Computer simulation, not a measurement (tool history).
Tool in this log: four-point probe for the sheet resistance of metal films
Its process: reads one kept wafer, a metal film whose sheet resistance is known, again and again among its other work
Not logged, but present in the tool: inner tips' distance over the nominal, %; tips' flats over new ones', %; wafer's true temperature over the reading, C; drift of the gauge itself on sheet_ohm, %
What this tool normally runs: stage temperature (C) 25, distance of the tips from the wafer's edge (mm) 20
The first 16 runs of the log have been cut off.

run,hour,stage temperature (C),distance of the tips from the wafer's edge (mm),touches since the probe head was changed,hours of work since the stage's thermometer was calibrated,sheet resistance as the instrument gives it (ohm/square)
17,875.2,25,28,60399,716,4.566435
18,949.6,25,71,63148,747,4.563791
19,1000.2,25,20,65017,767,4.566160
20,1063.6,30,20,67358,794,4.539701
21,1118.7,30,20,69393,816,4.540280
22,1173.9,31,64,71430,839,4.534042
23,1212.4,31,64,72850,855,4.535102
24,1279.0,21,10,75311,882,4.595975
25,1347.8,25,56,77849,911,4.568328
26,1400.5,25,56,79795,932,4.569183
27,1431.6,21,43,80945,945,4.591890
28,1490.2,21,43,83108,969,4.593224
29,1538.4,21,43,84890,989,4.592801
30,1612.8,19,51,87635,1020,4.604740
31,1654.5,19,51,89176,1037,4.606628
32,1707.6,19,13,91135,1059,4.609882
33,1779.9,19,13,93803,1088,4.609909
34,1847.8,19,71,96313,1116,4.608722
35,1894.2,19,71,98024,1136,4.607628
36,1948.9,19,71,100045,1158,4.609808
37,2025.2,19,71,102862,1190,4.609789
38,2087.8,19,10,105172,1215,4.616151
39,2131.7,19,10,106796,1233,4.617424
40,2207.7,32,20,109599,1265,4.541304
41,2270.1,32,20,111905,1290,4.538864

Alternative continuations, all from the tool just after run 41; predict every row:
A,2314.8,24,12,113557,1309,?
B,2314.8,24,40,113557,1309,?
C,2314.8,35,23,113557,1309,?

run,sheet resistance as the instrument gives it (ohm/square)
A,4.586537
B,4.584247
C,4.524411
The same runs, with their run-to-run variation unchanged, on a tool lacking any hidden condition would have given:
run,sheet resistance as the instrument gives it (ohm/square)
A,4.571524
B,4.569241
C,4.509731

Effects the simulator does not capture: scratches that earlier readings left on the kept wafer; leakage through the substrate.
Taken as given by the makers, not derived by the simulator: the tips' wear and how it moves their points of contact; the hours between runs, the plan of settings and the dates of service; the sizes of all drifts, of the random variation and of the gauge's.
